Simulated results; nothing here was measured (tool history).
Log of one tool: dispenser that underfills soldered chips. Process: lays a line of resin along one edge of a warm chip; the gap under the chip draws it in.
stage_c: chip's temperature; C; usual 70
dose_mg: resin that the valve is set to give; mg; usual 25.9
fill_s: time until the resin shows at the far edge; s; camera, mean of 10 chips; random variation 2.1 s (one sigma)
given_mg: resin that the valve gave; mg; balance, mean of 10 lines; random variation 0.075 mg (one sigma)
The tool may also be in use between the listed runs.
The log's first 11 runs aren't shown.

| run | day | stage_c | dose_mg | hours of work since the syringe was changed | hours of work since the valve was cleaned | hours of work since the stage was calibrated | fill_s | given_mg |
|---|---|---|---|---|---|---|---|---|
|  | 4.167 | new syringe of resin |
|  | 4.379 | dispensing valve cleaned and set on the balance |
| 12 | 4.512 | 72 | 25.9 | 6 | 2 | 448 | 214.8 | 25.85 |
|  | 4.762 | new syringe of resin |
| 13 | 4.796 | 72 | 25.9 | 1 | 7 | 453 | 179.1 | 25.54 |
| 14 | 5.158 | 70 | 28.4 | 7 | 14 | 460 | 234.8 | 28.01 |
|  | 5.308 | new syringe of resin |
| 15 | 5.512 | 70 | 25.9 | 4 | 20 | 466 | 215.7 | 25.34 |
|  | 5.858 | new syringe of resin |
| 16 | 6.046 | 70 | 25.9 | 3 | 29 | 475 | 220.3 | 25.12 |
| 17 | 6.35 | 70 | 25.9 | 9 | 35 | 481 | 257.4 | 25.01 |
|  | 6.429 | new syringe of resin |
| 18 | 6.804 | 57 | 26 | 7 | 43 | 489 | 397.2 | 24.97 |
|  | 7 | new syringe of resin |
| 19 | 7.212 | 68 | 25.9 | 4 | 50 | 496 | 237.9 | 24.83 |
|  | 7.542 | new syringe of resin |
| 20 | 7.642 | 57 | 31.2 | 2 | 57 | 504 | 323.1 | 29.64 |
| 21 | 7.912 | 57 | 31.2 | 7 | 62 | 508 | 375.7 | 29.63 |
|  | 8.1 | new syringe of resin |
| 22 | 8.246 | 57 | 31.2 | 3 | 68 | 514 | 337.6 | 29.39 |
|  | 8.671 | new syringe of resin |
|  | 8.754 | dispensing valve cleaned and set on the balance |
| 23 | 8.783 | 70 | 22.1 | 1 | 0 | 523 | 212.4 | 22.05 |
| 24 | 9.012 | 55 | 23.4 | 5 | 5 | 527 | 418.9 | 23.37 |
|  | 9.246 | new syringe of resin |
| 25 | 9.588 | 55 | 23.4 | 6 | 15 | 537 | 422.7 | 23.1 |
|  | 9.825 | new syringe of resin |
| 26 | 9.925 | 75 | 23.4 | 2 | 21 | 543 | 176.9 | 23.05 |
|  | 10.362 | new syringe of resin |
| 27 | 10.362 | 83 | 31.4 | 0 | 28 | 551 | 116.9 | 30.73 |
| 28 | 10.796 | 83 | 23.7 | 8 | 36 | 559 | 165.6 | 22.99 |
|  | 10.929 | new syringe of resin |
| 29 | 11.146 | 83 | 23.7 | 4 | 42 | 565 | 143 | 22.88 |
| 30 | 11.4 | 57 | 32.5 | 8 | 47 | 569 | 396.3 | 31.34 |
|  | 11.508 | new syringe of resin |
| 31 | 11.808 | 57 | 32.5 | 5 | 54 | 576 | 356.3 | 31.04 |
|  | 12.058 | new syringe of resin |
| 32 | 12.383 | 84 | 22.6 | 6 | 64 | 586 | 151.5 | 21.32 |
|  | 12.612 | new syringe of resin |
| 33 | 12.888 | 82 | 25.1 | 5 | 73 | 595 | 157.1 | 23.59 |

4 ways to go on from here, each from the tool as it stands after run 33. What would each give?
|  | 13.154 | dispensing valve cleaned and set on the balance |
|  | 13.221 | new syringe of resin |
| A | 13.508 | 61 | 24.2 | 5 | 6 | 605 | ? | ? |
|  | 13.154 | dispensing valve cleaned and set on the balance |
|  | 13.221 | new syringe of resin |
| B | 13.508 | 82 | 25.1 | 5 | 6 | 605 | ? | ? |
|  | 13.154 | dispensing valve cleaned and set on the balance |
|  | 13.221 | new syringe of resin |
| C | 13.508 | 69 | 25.2 | 5 | 6 | 605 | ? | ? |
|  | 13.154 | dispensing valve cleaned and set on the balance |
|  | 13.221 | new syringe of resin |
| D | 13.508 | 60 | 23.7 | 5 | 6 | 605 | ? | ? |

| run | fill_s | given_mg |
|---|---|---|
| A | 324.7 | 24.15 |
| B | 151.9 | 24.96 |
| C | 238.7 | 25.12 |
| D | 339.8 | 23.64 |
Without the tool's hidden state the same runs would have given:
| run | fill_s | given_mg |
|---|---|---|
| A | 294.7 | 24.23 |
| B | 136.7 | 25.05 |
| C | 215.9 | 25.21 |
| D | 308.5 | 23.72 |
